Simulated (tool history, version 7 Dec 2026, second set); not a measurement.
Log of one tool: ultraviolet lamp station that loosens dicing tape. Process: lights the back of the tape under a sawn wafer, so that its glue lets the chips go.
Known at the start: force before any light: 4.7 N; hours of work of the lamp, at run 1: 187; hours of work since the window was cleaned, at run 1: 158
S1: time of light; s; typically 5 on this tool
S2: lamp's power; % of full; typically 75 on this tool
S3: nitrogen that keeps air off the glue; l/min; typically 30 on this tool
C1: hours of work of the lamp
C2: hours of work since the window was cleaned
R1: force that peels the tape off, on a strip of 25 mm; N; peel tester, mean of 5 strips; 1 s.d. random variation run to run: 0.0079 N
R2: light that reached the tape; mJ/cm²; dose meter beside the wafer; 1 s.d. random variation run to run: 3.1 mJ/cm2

| run | hour | S1 | S2 | S3 | C1 | C2 | R1 | R2 |
|---|---|---|---|---|---|---|---|---|
| 1 | 0 | 5 | 75 | 30 | 187 | 158 | 0.361 | 427 |
| 2 | 7.9 | 5 | 75 | 30 | 193 | 164 | 0.349 | 423 |
| 3 | 15.6 | 5 | 75 | 30 | 199 | 170 | 0.355 | 423 |
| 4 | 25.4 | 5 | 61 | 30 | 207 | 178 | 0.491 | 339 |
| 5 | 34.4 | 8 | 75 | 30 | 214 | 185 | 0.239 | 672 |
| 6 | 46.8 | 8 | 75 | 30 | 224 | 195 | 0.241 | 667 |
| 7 | 56.9 | 8 | 75 | 30 | 232 | 203 | 0.241 | 665 |
| 8 | 65.8 | 8 | 75 | 30 | 239 | 210 | 0.233 | 660 |
| 9 | 73.4 | 8 | 75 | 30 | 245 | 216 | 0.236 | 662 |
| 10 | 84.8 | 8 | 75 | 30 | 254 | 225 | 0.246 | 662 |
| 11 | 95 | 8 | 75 | 30 | 262 | 233 | 0.238 | 664 |
| 12 | 105.7 | 5 | 73 | 30 | 270 | 241 | 0.379 | 397 |
| 13 | 114.9 | 5 | 73 | 30 | 278 | 248 | 0.396 | 395 |
| 14 | 127.1 | 5 | 73 | 30 | 287 | 258 | 0.389 | 392 |
| 15 | 139.2 | 5 | 75 | 30 | 297 | 267 | 0.393 | 403 |
| 16 | 150.2 | 5 | 75 | 30 | 305 | 276 | 0.381 | 401 |
| 17 | 160.4 | 5 | 85 | 30 | 313 | 284 | 0.322 | 455 |
| 18 | 171 | 5 | 85 | 30 | 322 | 293 | 0.333 | 446 |
| 19 | 182.8 | 9 | 85 | 30 | 331 | 302 | 0.219 | 803 |
| 20 | 191.7 | 7 | 75 | 30 | 338 | 309 | 0.269 | 546 |
| 21 | 197.5 | 7 | 75 | 30 | 343 | 313 | 0.265 | 550 |
| 22 | 206.4 | 7 | 75 | 30 | 350 | 320 | 0.267 | 537 |
| 23 | 216.5 | 4 | 63 | 42 | 358 | 328 | 0.597 | 256 |
| 24 | 226.9 | 5 | 75 | 22 | 366 | 337 | 0.501 | 384 |
| 25 | 235.4 | 5 | 85 | 27 | 373 | 343 | 0.358 | 436 |
| 26 | 242.1 | 5 | 85 | 27 | 378 | 349 | 0.364 | 437 |
| 27 | 253.9 | 2 | 75 | 10 | 387 | 358 | 2.29 | 151 |
| 28 | 259.7 | 2 | 75 | 10 | 392 | 363 | 2.32 | 151 |
| 29 | 270.1 | 5 | 81 | 30 | 400 | 371 | 0.374 | 405 |
| 30 | 279.2 | 3 | 97 | 30 | 407 | 378 | 0.614 | 293 |
| 31 | 289.7 | 2 | 97 | 30 | 415 | 386 | 1.108 | 197 |
| 32 | 300.5 | 7 | 97 | 12 | 424 | 395 | 0.317 | 675 |
| 33 | 312.1 | 6 | 75 | 17 | 433 | 404 | 0.475 | 444 |
| 34 | 318 | 5 | 75 | 13 | 438 | 408 | 0.752 | 372 |
| 35 | 330.1 | 8 | 96 | 10 | 447 | 418 | 0.298 | 755 |
| 36 | 336.6 | 8 | 96 | 10 | 452 | 423 | 0.328 | 752 |
| 37 | 344.6 | 5 | 87 | 30 | 459 | 429 | 0.35 | 424 |
| 38 | 352.6 | 3 | 78 | 30 | 465 | 436 | 0.913 | 230 |
| 39 | 360.2 | 3 | 78 | 30 | 471 | 442 | 0.931 | 229 |
| 40 | 369.6 | 8 | 78 | 48 | 478 | 449 | 0.231 | 602 |
| 41 | 379.4 | 8 | 78 | 48 | 486 | 457 | 0.226 | 599 |
| 42 | 387 | 8 | 78 | 48 | 492 | 463 | 0.235 | 598 |

Difference, measured minus no-hidden-state, one row per run. Run-to-run variation is common to both terms; the gauge's own scatter need not be:
Unlogged tool condition in this case: lamp's light, % of a new lamp's; light that the window lets through, % of a clean one's; drift of the gauge itself on peel_n, %; drift of the gauge itself on dose_mj_cm2, %.
| run | R1 | R2 |
|---|---|---|
| 1 | +0.05 | -55 |
| 2 | +0.05 | -55 |
| 3 | +0.052 | -57 |
| 4 | +0.089 | -48 |
| 5 | +0.01 | -97 |
| 6 | +0.011 | -100 |
| 7 | +0.011 | -105 |
| 8 | +0.011 | -107 |
| 9 | +0.012 | -109 |
| 10 | +0.013 | -113 |
| 11 | +0.013 | -116 |
| 12 | +0.076 | -72 |
| 13 | +0.082 | -75 |
| 14 | +0.082 | -76 |
| 15 | +0.081 | -81 |
| 16 | +0.085 | -83 |
| 17 | +0.06 | -96 |
| 18 | +0.064 | -97 |
| 19 | +0.005 | -181 |
| 20 | +0.033 | -126 |
| 21 | +0.034 | -127 |
| 22 | +0.034 | -129 |
| 23 | +0.175 | -62 |
| 24 | +0.141 | -96 |
| 25 | +0.086 | -111 |
| 26 | +0.088 | -112 |
| 27 | +0.385 | -41 |
| 28 | +0.395 | -40 |
| 29 | +0.095 | -112 |
| 30 | +0.198 | -82 |
| 31 | +0.327 | -56 |
| 32 | +0.072 | -198 |
| 33 | +0.15 | -134 |
| 34 | +0.255 | -113 |
| 35 | +0.066 | -236 |
| 36 | +0.071 | -237 |
| 37 | +0.093 | -136 |
| 38 | +0.315 | -74 |
| 39 | +0.327 | -76 |
| 40 | +0.011 | -202 |
| 41 | +0.012 | -206 |
| 42 | +0.012 | -207 |
